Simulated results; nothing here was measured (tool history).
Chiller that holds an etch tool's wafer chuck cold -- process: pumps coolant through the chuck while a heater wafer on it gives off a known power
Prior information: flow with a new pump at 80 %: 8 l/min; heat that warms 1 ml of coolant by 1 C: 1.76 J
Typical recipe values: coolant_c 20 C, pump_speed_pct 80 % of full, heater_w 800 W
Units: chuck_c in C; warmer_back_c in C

run,day,coolant_c,pump_speed_pct,heater_w,chuck_c,warmer_back_c
1,0.000,20,80,800,28.17,3.44
2,1.904,20,80,800,28.25,3.46
3,3.592,20,80,800,28.32,3.38
4,7.317,16,80,800,24.48,3.47
5,10.904,16,80,800,24.37,3.44
6,12.583,16,80,800,24.38,3.47
7,14.512,16,80,800,24.30,3.44
8,18.362,20,80,479,25.12,2.09
9,20.458,20,80,479,25.20,2.05
10,24.267,20,80,479,25.30,2.13
11,27.442,20,80,479,25.24,2.09
12,29.671,20,80,479,25.39,2.10
13,32.158,20,80,479,25.43,2.09
14,35.329,20,80,479,25.27,2.06
15,39.050,20,80,479,25.35,2.09
16,42.021,20,80,634,27.13,2.78
17,43.700,16,73,634,23.70,3.10

Run 18 has not been measured yet. What should we expect?
# day 45.975: coolant changed, channels flushed
18,47.183,24,86,800,?,?

chuck_c: 31.51 C
warmer_back_c: 3.28 C
Without the tool's hidden state the same run would have given chuck_c 30.85 C, warmer_back_c 3.16 C.
